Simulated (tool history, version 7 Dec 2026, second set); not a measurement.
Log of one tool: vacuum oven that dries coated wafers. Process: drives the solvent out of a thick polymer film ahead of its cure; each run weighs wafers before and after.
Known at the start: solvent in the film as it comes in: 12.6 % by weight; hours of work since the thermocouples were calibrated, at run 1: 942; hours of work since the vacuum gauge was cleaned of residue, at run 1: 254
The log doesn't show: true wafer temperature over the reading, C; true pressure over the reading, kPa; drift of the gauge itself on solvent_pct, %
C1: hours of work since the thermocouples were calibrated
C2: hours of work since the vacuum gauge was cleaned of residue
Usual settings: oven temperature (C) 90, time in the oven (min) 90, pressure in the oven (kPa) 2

run 1 hour=0 | oven_temperature_(C)=90 time_in_the_oven_(min)=90 pressure_in_the_oven_(kPa)=2 | C1=942 C2=254 | solvent_left_in_the_film_(%)=1.26
run 2 hour=15.2 | oven_temperature_(C)=90 time_in_the_oven_(min)=90 pressure_in_the_oven_(kPa)=2 | C1=951 C2=263 | solvent_left_in_the_film_(%)=1.24
run 3 hour=30.3 | oven_temperature_(C)=90 time_in_the_oven_(min)=90 pressure_in_the_oven_(kPa)=2 | C1=960 C2=272 | solvent_left_in_the_film_(%)=1.21
run 4 hour=51.1 | oven_temperature_(C)=90 time_in_the_oven_(min)=90 pressure_in_the_oven_(kPa)=2 | C1=973 C2=284 | solvent_left_in_the_film_(%)=1.21
run 5 hour=69.4 | oven_temperature_(C)=90 time_in_the_oven_(min)=90 pressure_in_the_oven_(kPa)=2 | C1=983 C2=295 | solvent_left_in_the_film_(%)=1.31
-- hour=81.4 oven's thermocouples calibrated
run 6 hour=81.5 | oven_temperature_(C)=90 time_in_the_oven_(min)=90 pressure_in_the_oven_(kPa)=2 | C1=0 C2=301 | solvent_left_in_the_film_(%)=1.06
run 7 hour=98 | oven_temperature_(C)=90 time_in_the_oven_(min)=90 pressure_in_the_oven_(kPa)=2 | C1=10 C2=311 | solvent_left_in_the_film_(%)=1.09
run 8 hour=112.2 | oven_temperature_(C)=90 time_in_the_oven_(min)=90 pressure_in_the_oven_(kPa)=2 | C1=18 C2=319 | solvent_left_in_the_film_(%)=1.11
run 9 hour=132.7 | oven_temperature_(C)=90 time_in_the_oven_(min)=90 pressure_in_the_oven_(kPa)=2 | C1=30 C2=331 | solvent_left_in_the_film_(%)=1.09
run 10 hour=144.2 | oven_temperature_(C)=90 time_in_the_oven_(min)=90 pressure_in_the_oven_(kPa)=2 | C1=37 C2=338 | solvent_left_in_the_film_(%)=1.14
run 11 hour=161.6 | oven_temperature_(C)=90 time_in_the_oven_(min)=90 pressure_in_the_oven_(kPa)=2 | C1=47 C2=348 | solvent_left_in_the_film_(%)=1.13
run 12 hour=182.4 | oven_temperature_(C)=90 time_in_the_oven_(min)=90 pressure_in_the_oven_(kPa)=2 | C1=59 C2=360 | solvent_left_in_the_film_(%)=1.1
run 13 hour=197.7 | oven_temperature_(C)=90 time_in_the_oven_(min)=97 pressure_in_the_oven_(kPa)=2 | C1=68 C2=369 | solvent_left_in_the_film_(%)=1
run 14 hour=217.6 | oven_temperature_(C)=90 time_in_the_oven_(min)=97 pressure_in_the_oven_(kPa)=2 | C1=80 C2=381 | solvent_left_in_the_film_(%)=1
run 15 hour=238.3 | oven_temperature_(C)=90 time_in_the_oven_(min)=97 pressure_in_the_oven_(kPa)=2 | C1=92 C2=393 | solvent_left_in_the_film_(%)=1.04
run 16 hour=259.2 | oven_temperature_(C)=90 time_in_the_oven_(min)=97 pressure_in_the_oven_(kPa)=2 | C1=105 C2=406 | solvent_left_in_the_film_(%)=1.03
run 17 hour=270.4 | oven_temperature_(C)=90 time_in_the_oven_(min)=90 pressure_in_the_oven_(kPa)=2 | C1=111 C2=412 | solvent_left_in_the_film_(%)=1.09
run 18 hour=292.1 | oven_temperature_(C)=81 time_in_the_oven_(min)=90 pressure_in_the_oven_(kPa)=2 | C1=124 C2=425 | solvent_left_in_the_film_(%)=2.86
run 19 hour=303.9 | oven_temperature_(C)=81 time_in_the_oven_(min)=90 pressure_in_the_oven_(kPa)=2 | C1=131 C2=432 | solvent_left_in_the_film_(%)=2.9
run 20 hour=316.9 | oven_temperature_(C)=75 time_in_the_oven_(min)=90 pressure_in_the_oven_(kPa)=2 | C1=139 C2=440 | solvent_left_in_the_film_(%)=4.51
run 21 hour=334.3 | oven_temperature_(C)=75 time_in_the_oven_(min)=90 pressure_in_the_oven_(kPa)=1.64 | C1=149 C2=450 | solvent_left_in_the_film_(%)=4.5
run 22 hour=347.3 | oven_temperature_(C)=75 time_in_the_oven_(min)=90 pressure_in_the_oven_(kPa)=1.64 | C1=156 C2=457 | solvent_left_in_the_film_(%)=4.43
run 23 hour=365.1 | oven_temperature_(C)=92 time_in_the_oven_(min)=90 pressure_in_the_oven_(kPa)=1.64 | C1=167 C2=468 | solvent_left_in_the_film_(%)=0.76
run 24 hour=378.8 | oven_temperature_(C)=94 time_in_the_oven_(min)=105 pressure_in_the_oven_(kPa)=7.38 | C1=175 C2=476 | solvent_left_in_the_film_(%)=2.21
run 25 hour=390.5 | oven_temperature_(C)=94 time_in_the_oven_(min)=105 pressure_in_the_oven_(kPa)=7.38 | C1=182 C2=483 | solvent_left_in_the_film_(%)=2.13
run 26 hour=407.3 | oven_temperature_(C)=103 time_in_the_oven_(min)=56 pressure_in_the_oven_(kPa)=6.44 | C1=192 C2=493 | solvent_left_in_the_film_(%)=1.4
run 27 hour=416.9 | oven_temperature_(C)=103 time_in_the_oven_(min)=48 pressure_in_the_oven_(kPa)=1.53 | C1=197 C2=498 | solvent_left_in_the_film_(%)=0.5
run 28 hour=430.9 | oven_temperature_(C)=103 time_in_the_oven_(min)=48 pressure_in_the_oven_(kPa)=4.38 | C1=206 C2=507 | solvent_left_in_the_film_(%)=1.07
run 29 hour=442.5 | oven_temperature_(C)=103 time_in_the_oven_(min)=48 pressure_in_the_oven_(kPa)=4.38 | C1=212 C2=513 | solvent_left_in_the_film_(%)=1.05
run 30 hour=461.3 | oven_temperature_(C)=99 time_in_the_oven_(min)=89 pressure_in_the_oven_(kPa)=6.33 | C1=224 C2=525 | solvent_left_in_the_film_(%)=1.54
run 31 hour=479.7 | oven_temperature_(C)=99 time_in_the_oven_(min)=85 pressure_in_the_oven_(kPa)=6.33 | C1=234 C2=535 | solvent_left_in_the_film_(%)=1.54
run 32 hour=495.2 | oven_temperature_(C)=79 time_in_the_oven_(min)=128 pressure_in_the_oven_(kPa)=2.27 | C1=243 C2=544 | solvent_left_in_the_film_(%)=2.56

The next listed run, before its measurement:
run 33 hour=512 | oven_temperature_(C)=93 time_in_the_oven_(min)=155 pressure_in_the_oven_(kPa)=2 | C1=253 C2=554 | solvent_left_in_the_film_(%)=?

{"run 33": {"solvent left in the film (%)": 0.65}}
Without the tool's hidden state the same run would have given solvent left in the film (%) 0.59.
